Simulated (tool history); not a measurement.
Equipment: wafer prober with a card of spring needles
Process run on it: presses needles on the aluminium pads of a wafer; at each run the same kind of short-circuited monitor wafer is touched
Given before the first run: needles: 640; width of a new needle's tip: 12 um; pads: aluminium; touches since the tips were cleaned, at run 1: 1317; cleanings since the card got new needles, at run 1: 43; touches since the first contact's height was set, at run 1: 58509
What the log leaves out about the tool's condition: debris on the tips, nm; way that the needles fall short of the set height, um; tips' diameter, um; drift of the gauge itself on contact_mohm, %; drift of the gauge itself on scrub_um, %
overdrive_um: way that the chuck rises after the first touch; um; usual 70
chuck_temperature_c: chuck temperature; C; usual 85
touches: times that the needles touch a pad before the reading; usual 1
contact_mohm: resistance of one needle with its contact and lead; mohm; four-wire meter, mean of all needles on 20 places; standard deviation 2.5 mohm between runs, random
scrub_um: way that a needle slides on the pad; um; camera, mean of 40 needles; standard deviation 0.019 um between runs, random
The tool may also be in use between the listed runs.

run     day  overdrive_um  chuck_temperature_c  touches  touches since the tips were cleaned  cleanings since the card got new needles  touches since the first contact's height was set  contact_mohm  scrub_um
  1   0.000            70                   85        1                                 1317                                        43                                             58509           294     19.50
      1.017  -- tips cleaned on abrasive film
  2   2.142            70                   85        1                                 7285                                        44                                             72340           296     19.46
      2.258  -- tips cleaned on abrasive film
  3   3.183            70                   85        1                                 5987                                        45                                             79045           291     19.51
      3.500  -- tips cleaned on abrasive film
  4   4.196            70                   43        1                                 4509                                        46                                             85555           278     19.50
      4.854  -- tips cleaned on abrasive film
  5   5.512            70                   85        1                                 4270                                        47                                             94046           295     19.55
      6.171  -- tips cleaned on abrasive film
  6   7.338            70                   85        1                                 7546                                        48                                            105823           292     19.53
      7.546  -- tips cleaned on abrasive film
      7.754  -- height of the first contact set anew
      8.867  -- tips cleaned on abrasive film
  7   9.467            54                   85        1                                 3883                                        50                                             11045           294     15.06
     10.129  -- tips cleaned on abrasive film
  8  10.492            54                   85        1                                 2335                                        51                                             17638           295     15.09
     11.433  -- tips cleaned on abrasive film
     12.688  -- tips cleaned on abrasive film
  9  12.688            54                   69        1                                    0                                        53                                             31784           291     15.11
     13.962  -- tips cleaned on abrasive film
 10  14.012            54                   69        1                                  308                                        54                                             40320           286     15.08
     15.300  -- tips cleaned on abrasive film
 11  16.217            70                   85        1                                 5934                                        55                                             54558           289     19.55
     16.542  -- tips cleaned on abrasive film
 12  17.267            70                   71        3                                 4688                                        56                                             61303           288     19.59
     17.742  -- tips cleaned on abrasive film
 13  18.542            85                  102        3                                 5177                                        57                                             69535           293     23.80
     19.092  -- tips cleaned on abrasive film
     20.433  -- tips cleaned on abrasive film
 14  20.679            70                   28        2                                 1591                                        59                                             83293           274     19.60
     21.754  -- tips cleaned on abrasive film
 15  21.754            70                   28        2                                    0                                        60                                             90230           275     19.63
     23.108  -- tips cleaned on abrasive film
 16  23.429            70                   28        2                                 2098                                        61                                            101038           276     19.58
     24.358  -- tips cleaned on abrasive film
     24.496  -- height of the first contact set anew
     25.646  -- tips cleaned on abrasive film
 17  25.717            70                   25        1                                  448                                        63                                              7868           272     19.61
     26.875  -- tips cleaned on abrasive film
 18  27.858            64                   47        2                                 6371                                        64                                             21693           284     17.99
     28.221  -- tips cleaned on abrasive film
 19  29.283            63                  104        2                                 6882                                        65                                             30879           296     17.66
     29.467  -- tips cleaned on abrasive film
     30.779  -- tips cleaned on abrasive film
 20  31.208            63                  104        2                                 2781                                        67                                             43272           302     17.71
     31.983  -- tips cleaned on abrasive film
 21  33.112            53                   44        3                                 7299                                        68                                             55546           284     14.92

Branching from run 21: 5 alternative next runs. What would each branch give?
     33.317  -- tips cleaned on abrasive film
     34.608  -- tips cleaned on abrasive film
  A  34.788            85                   44        3                                 1169                                        70                                             66331             ?         ?
     33.317  -- tips cleaned on abrasive film
     34.608  -- tips cleaned on abrasive film
  B  34.788            86                   85        2                                 1169                                        70                                             66331             ?         ?
     33.317  -- tips cleaned on abrasive film
     34.608  -- tips cleaned on abrasive film
  C  34.788            57                   45        2                                 1169                                        70                                             66331             ?         ?
     33.317  -- tips cleaned on abrasive film
     34.608  -- tips cleaned on abrasive film
  D  34.788            70                   85        3                                 1169                                        70                                             66331             ?         ?
     33.317  -- tips cleaned on abrasive film
     34.608  -- tips cleaned on abrasive film
  E  34.788            62                  118        3                                 1169                                        70                                             66331             ?         ?

run  contact_mohm  scrub_um
  A           275     23.91
  B           286     24.21
  C           283     16.05
  D           294     19.68
  E           306     17.45
Without the tool's hidden state the same runs would have given:
run  contact_mohm  scrub_um
  A           275     23.67
  B           286     23.96
  C           283     15.89
  D           294     19.48
  E           306     17.28
